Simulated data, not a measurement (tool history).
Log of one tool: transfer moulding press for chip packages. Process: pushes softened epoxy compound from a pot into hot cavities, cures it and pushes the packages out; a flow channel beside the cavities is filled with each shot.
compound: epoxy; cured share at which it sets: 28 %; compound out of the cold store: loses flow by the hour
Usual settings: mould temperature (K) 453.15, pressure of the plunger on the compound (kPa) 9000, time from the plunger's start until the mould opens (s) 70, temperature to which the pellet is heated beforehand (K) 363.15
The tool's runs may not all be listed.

run	day	mould temperature (K)	pressure of the plunger on the compound (kPa)	time from the plunger's start until the mould opens (s)	temperature to which the pellet is heated beforehand (K)	incoming compound's hours out of the cold store	length that the compound runs in the flow channel (mm)	greatest force on the pins that push the packages out (N)
1	0.000	453.15	9000	70	363.15	41.3	812	598
2	0.167	453.15	9000	70	358.15	10.1	969	653
3	0.479	453.15	9000	70	358.15	8.8	970	683
4	0.779	453.15	9000	77	363.15	17.4	926	525
5	1.104	453.15	9000	77	363.15	24.8	888	521
6	1.267	453.15	9000	77	363.15	35.3	830	522
7	1.650	453.15	7690	70	363.15	18.4	851	613
8	2.054	453.15	7690	70	363.15	17.7	864	641
9	2.333	453.15	7690	70	363.15	43.2	740	570
10	2.667	453.15	7690	70	363.15	45.7	726	563
# day 2.879: cavities cleaned with cleaning compound and waxed
11	3.042	453.15	8410	70	363.15	8.1	945	636
12	3.396	453.15	9000	70	363.15	21.0	907	622
13	3.650	453.15	9000	70	363.15	36.4	835	590
14	3.925	453.15	9000	70	363.15	35.3	833	603
15	4.100	453.15	9000	82	355.15	43.4	793	489
16	4.308	457.15	8790	89	354.15	46.5	769	430
17	4.633	450.15	9000	70	357.15	46.4	793	692
18	5.000	457.15	9000	67	367.15	41.3	800	537
19	5.325	457.15	8290	79	367.15	39.1	771	461
20	5.729	457.15	8290	79	367.15	29.1	820	453
# day 5.896: cavities cleaned with cleaning compound and waxed
21	6.117	452.15	8290	89	373.15	17.3	887	455
22	6.371	452.15	8290	63	373.15	26.3	842	787
23	6.662	453.15	7500	70	363.15	35.0	761	587
24	7.038	446.15	7500	52	363.15	17.0	867	1767
25	7.271	453.15	9000	70	359.15	32.3	857	605
26	7.638	457.15	9000	70	353.15	43.7	775	509
27	7.812	457.15	9000	70	353.15	25.3	876	509
28	8.154	453.15	8160	70	364.15	43.1	754	581

Forecast each of these 3 alternatives for the next run:
A	8.567	450.15	9520	63	363.15	27.5	?	?
B	8.567	453.15	8160	54	368.15	45.6	?	?
C	8.567	446.15	9000	67	357.15	8.5	?	?

run	length that the compound runs in the flow channel (mm)	greatest force on the pins that push the packages out (N)
A	911	953
B	751	1031
C	1007	1234
Without the tool's hidden state the same runs would have given:
run	length that the compound runs in the flow channel (mm)	greatest force on the pins that push the packages out (N)
A	911	947
B	751	1024
C	1007	1226
